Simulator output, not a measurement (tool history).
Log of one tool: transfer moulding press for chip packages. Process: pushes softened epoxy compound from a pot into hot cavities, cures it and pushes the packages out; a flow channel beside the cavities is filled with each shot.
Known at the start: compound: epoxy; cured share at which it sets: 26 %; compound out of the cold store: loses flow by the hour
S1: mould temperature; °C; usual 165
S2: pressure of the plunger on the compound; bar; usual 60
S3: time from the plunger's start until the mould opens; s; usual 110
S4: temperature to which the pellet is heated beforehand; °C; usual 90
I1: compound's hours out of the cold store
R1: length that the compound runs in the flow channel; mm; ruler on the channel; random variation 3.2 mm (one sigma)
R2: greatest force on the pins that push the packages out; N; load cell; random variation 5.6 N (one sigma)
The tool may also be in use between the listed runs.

{"run": 1, "hour": 0.0, "S1": 165, "S2": 60, "S3": 110, "S4": 90, "I1": 21.7, "R1": 865, "R2": 228}
{"run": 2, "hour": 45.1, "S1": 165, "S2": 60, "S3": 110, "S4": 90, "I1": 16.8, "R1": 888, "R2": 315}
{"hour": 55.5, "done": "cavities cleaned with cleaning compound and waxed"}
{"hour": 100.5, "done": "mould's thermocouples calibrated"}
{"hour": 119.2, "done": "cavities cleaned with cleaning compound and waxed"}
{"run": 3, "hour": 148.9, "S1": 165, "S2": 60, "S3": 110, "S4": 90, "I1": 18.7, "R1": 858, "R2": 283}
{"hour": 175.9, "done": "cavities cleaned with cleaning compound and waxed"}
{"run": 4, "hour": 196.6, "S1": 165, "S2": 60, "S3": 110, "S4": 90, "I1": 28.6, "R1": 807, "R2": 271}
{"hour": 209.1, "done": "plunger's sealing rings changed"}
{"hour": 237.7, "done": "cavities cleaned with cleaning compound and waxed"}
{"hour": 293.5, "done": "cavities cleaned with cleaning compound and waxed"}
{"run": 5, "hour": 293.5, "S1": 165, "S2": 60, "S3": 110, "S4": 81, "I1": 12.4, "R1": 954, "R2": 195}
{"hour": 353.6, "done": "cavities cleaned with cleaning compound and waxed"}
{"run": 6, "hour": 378.8, "S1": 165, "S2": 60, "S3": 110, "S4": 81, "I1": 21.9, "R1": 903, "R2": 261}
{"hour": 413.5, "done": "cavities cleaned with cleaning compound and waxed"}
{"run": 7, "hour": 433.7, "S1": 165, "S2": 60, "S3": 110, "S4": 81, "I1": 20.2, "R1": 898, "R2": 269}
{"hour": 469.1, "done": "cavities cleaned with cleaning compound and waxed"}
{"run": 8, "hour": 498.9, "S1": 165, "S2": 60, "S3": 110, "S4": 81, "I1": 45.4, "R1": 765, "R2": 280}
{"hour": 528.9, "done": "cavities cleaned with cleaning compound and waxed"}
{"run": 9, "hour": 575.7, "S1": 165, "S2": 60, "S3": 110, "S4": 81, "I1": 41.3, "R1": 781, "R2": 292}
{"hour": 585.8, "done": "cavities cleaned with cleaning compound and waxed"}
{"hour": 642.3, "done": "cavities cleaned with cleaning compound and waxed"}
{"run": 10, "hour": 670.9, "S1": 164, "S2": 60, "S3": 110, "S4": 90, "I1": 20.4, "R1": 871, "R2": 286}
{"hour": 699.0, "done": "cavities cleaned with cleaning compound and waxed"}
{"run": 11, "hour": 722.9, "S1": 169, "S2": 60, "S3": 110, "S4": 90, "I1": 18.1, "R1": 865, "R2": 237}
{"hour": 755.2, "done": "cavities cleaned with cleaning compound and waxed"}
{"run": 12, "hour": 781.5, "S1": 159, "S2": 62.1, "S3": 105, "S4": 98, "I1": 40, "R1": 787, "R2": 405}
{"hour": 810.2, "done": "cavities cleaned with cleaning compound and waxed"}
{"hour": 820.6, "done": "plunger's sealing rings changed"}
{"run": 13, "hour": 827.3, "S1": 159, "S2": 62.1, "S3": 105, "S4": 98, "I1": 32.9, "R1": 887, "R2": 378}
{"hour": 870.3, "done": "cavities cleaned with cleaning compound and waxed"}
{"run": 14, "hour": 889.1, "S1": 165, "S2": 50, "S3": 110, "S4": 87, "I1": 38.1, "R1": 752, "R2": 262}
{"hour": 927.5, "done": "cavities cleaned with cleaning compound and waxed"}
{"hour": 957.2, "done": "mould's thermocouples calibrated"}
{"run": 15, "hour": 957.2, "S1": 165, "S2": 60, "S3": 141, "S4": 82, "I1": 27.8, "R1": 870, "R2": 227}
{"hour": 986.5, "done": "cavities cleaned with cleaning compound and waxed"}
{"run": 16, "hour": 1002.4, "S1": 165, "S2": 60, "S3": 110, "S4": 84, "I1": 47.3, "R1": 775, "R2": 246}
{"hour": 1043.9, "done": "cavities cleaned with cleaning compound and waxed"}
{"run": 17, "hour": 1065.0, "S1": 165, "S2": 60, "S3": 110, "S4": 84, "I1": 42, "R1": 795, "R2": 249}
{"hour": 1100.1, "done": "cavities cleaned with cleaning compound and waxed"}
{"hour": 1157.7, "done": "cavities cleaned with cleaning compound and waxed"}
{"run": 18, "hour": 1164.8, "S1": 164, "S2": 51, "S3": 117, "S4": 85, "I1": 25.9, "R1": 785, "R2": 210}
{"hour": 1215.7, "done": "cavities cleaned with cleaning compound and waxed"}
{"run": 19, "hour": 1239.2, "S1": 166, "S2": 62.2, "S3": 117, "S4": 85, "I1": 10.6, "R1": 935, "R2": 247}
{"hour": 1270.7, "done": "cavities cleaned with cleaning compound and waxed"}
{"run": 20, "hour": 1311.3, "S1": 164, "S2": 74.3, "S3": 110, "S4": 90, "I1": 28.7, "R1": 919, "R2": 310}
{"hour": 1326.1, "done": "cavities cleaned with cleaning compound and waxed"}
{"run": 21, "hour": 1355.2, "S1": 165, "S2": 66.9, "S3": 110, "S4": 84, "I1": 14.1, "R1": 933, "R2": 291}

3 ways to go on from here, each from the tool as it stands after run 21. What would each give?
{"hour": 1384.1, "done": "cavities cleaned with cleaning compound and waxed"}
{"run": "A", "hour": 1402.7, "S1": 165, "S2": 60, "S3": 110, "S4": 98, "I1": 41.8, "R1": "?", "R2": "?"}
{"hour": 1384.1, "done": "cavities cleaned with cleaning compound and waxed"}
{"run": "B", "hour": 1402.7, "S1": 165, "S2": 66.9, "S3": 106, "S4": 84, "I1": 13.1, "R1": "?", "R2": "?"}
{"hour": 1384.1, "done": "cavities cleaned with cleaning compound and waxed"}
{"run": "C", "hour": 1402.7, "S1": 165, "S2": 60, "S3": 110, "S4": 81, "I1": 16.7, "R1": "?", "R2": "?"}

run=A R1=753 R2=248
run=B R1=935 R2=300
run=C R1=870 R2=266
Without the tool's hidden state the same runs would have given:
run=A R1=818 R2=190
run=B R1=1015 R2=224
run=C R1=944 R2=199
